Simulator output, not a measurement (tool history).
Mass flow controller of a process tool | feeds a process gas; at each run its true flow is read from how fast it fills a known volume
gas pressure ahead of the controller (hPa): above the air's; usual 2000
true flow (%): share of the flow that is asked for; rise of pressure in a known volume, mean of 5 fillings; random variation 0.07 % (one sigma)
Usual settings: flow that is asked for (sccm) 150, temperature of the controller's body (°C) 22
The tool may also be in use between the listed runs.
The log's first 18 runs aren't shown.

run,hour,flow that is asked for (sccm),gas pressure ahead of the controller (hPa),temperature of the controller's body (°C),true flow (%)
19,2004.8,264,1460,21,98.01
20,2102,264,1460,21,97.81
21,2191.1,264,1460,21,97.72
22,2347.8,185,2250,39,97.62
23,2486.6,310,1510,20,97.75
24,2590.4,310,1510,20,97.95
25,2716.4,364,1730,39,97.71
26,2858.8,322,1660,22,97.9
27,2934.9,243,2000,27,97.71
28,3036.7,150,1640,28,96.92
# hour 3120.8: gauge calibrated
29,3134.2,150,2000,24,98.66
30,3255.5,150,1740,21,98.46

Forecast each of these 3 alternatives for the next run:
A,3384.3,83,1740,28,?
B,3384.3,150,1740,32,?
C,3384.3,287,1740,21,?

run,true flow (%)
A,97.89
B,98.1
C,98.96
Without the tool's hidden state the same runs would have given:
run,true flow (%)
A,98.01
B,98.22
C,99.07

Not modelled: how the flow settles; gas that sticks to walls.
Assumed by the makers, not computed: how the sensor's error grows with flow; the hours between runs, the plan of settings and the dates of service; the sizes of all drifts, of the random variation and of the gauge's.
